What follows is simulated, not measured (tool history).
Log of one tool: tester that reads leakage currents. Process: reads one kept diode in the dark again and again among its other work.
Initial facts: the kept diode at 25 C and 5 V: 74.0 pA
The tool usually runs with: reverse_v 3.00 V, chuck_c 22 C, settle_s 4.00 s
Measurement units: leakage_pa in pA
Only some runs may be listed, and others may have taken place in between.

| run | hour | reverse_v | chuck_c | settle_s | leakage_pa |
|---|---|---|---|---|---|
| 1 | 0.0 | 3.00 | 22 | 4.00 | 44.12 |
| 2 | 96.9 | 1.06 | 22 | 4.00 | 25.08 |
| 3 | 250.3 | 1.06 | 32 | 4.00 | 57.38 |
| 4 | 357.2 | 1.06 | 32 | 4.00 | 57.38 |
| 5 | 531.3 | 1.06 | 32 | 4.00 | 56.89 |
| 6 | 645.8 | 1.06 | 33 | 4.00 | 61.38 |
| 7 | 806.1 | 1.06 | 33 | 4.00 | 61.11 |
| 8 | 914.7 | 1.06 | 33 | 4.00 | 60.64 |
| 9 | 1079.9 | 1.06 | 33 | 4.00 | 60.38 |

Run 10 is up next; what results do you expect?
| 10 | 1264.0 | 1.06 | 28 | 1.59 | ? |

leakage_pa: 40.02 pA
If the tool had no hidden condition, the same run with the same run-to-run variation would have returned leakage_pa 42.08 pA.
